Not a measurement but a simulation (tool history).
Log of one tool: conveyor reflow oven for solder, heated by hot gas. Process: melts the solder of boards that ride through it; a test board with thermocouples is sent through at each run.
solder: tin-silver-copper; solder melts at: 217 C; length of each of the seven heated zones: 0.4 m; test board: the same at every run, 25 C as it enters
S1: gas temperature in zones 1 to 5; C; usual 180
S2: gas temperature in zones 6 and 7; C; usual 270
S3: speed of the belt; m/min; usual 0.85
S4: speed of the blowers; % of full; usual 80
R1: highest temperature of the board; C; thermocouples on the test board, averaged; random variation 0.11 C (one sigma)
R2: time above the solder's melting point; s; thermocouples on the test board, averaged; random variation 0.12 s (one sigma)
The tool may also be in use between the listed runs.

| run | hour | S1 | S2 | S3 | S4 | R1 | R2 |
|---|---|---|---|---|---|---|---|
| 1 | 0 | 180 | 270 | 0.85 | 80 | 256.2 | 46.3 |
| 2 | 20.1 | 180 | 270 | 0.828 | 80 | 256.9 | 47.9 |
| 3 | 41.2 | 180 | 270 | 0.828 | 80 | 257.1 | 48 |
| 4 | 61.5 | 169 | 270 | 0.85 | 80 | 254.3 | 42.6 |
| 5 | 91.9 | 169 | 270 | 0.85 | 80 | 254.6 | 42.2 |
| 6 | 115 | 169 | 270 | 0.85 | 80 | 254.6 | 42.3 |
| 7 | 144.9 | 169 | 270 | 0.684 | 80 | 260.6 | 57.6 |
|  | 171.5 | thermocouples of zones 6 and 7 changed |
| 8 | 173.1 | 169 | 270 | 0.684 | 80 | 258.9 | 56.7 |
| 9 | 190 | 180 | 270 | 0.85 | 80 | 254.5 | 45.2 |
| 10 | 206 | 180 | 270 | 0.85 | 80 | 254.4 | 45.4 |
| 11 | 239.1 | 168 | 280 | 0.898 | 61 | 253.5 | 38.3 |
| 12 | 252.5 | 168 | 280 | 0.898 | 61 | 253.5 | 38.3 |
| 13 | 284.8 | 169 | 264 | 0.916 | 76 | 243.8 | 32.9 |
| 14 | 311.8 | 169 | 264 | 0.916 | 76 | 243.8 | 32.8 |
| 15 | 339.6 | 169 | 264 | 0.916 | 76 | 243.9 | 33 |
| 16 | 361.2 | 169 | 264 | 0.916 | 76 | 243.7 | 32.7 |

Forecast run 17:
| 17 | 386.4 | 187 | 275 | 0.684 | 73 | ? | ? |

{"run 17": {"R1": 264.5, "R2": 64.9}}
Without the tool's hidden state the same run would have given R1 265.6 C, R2 64.6 s.
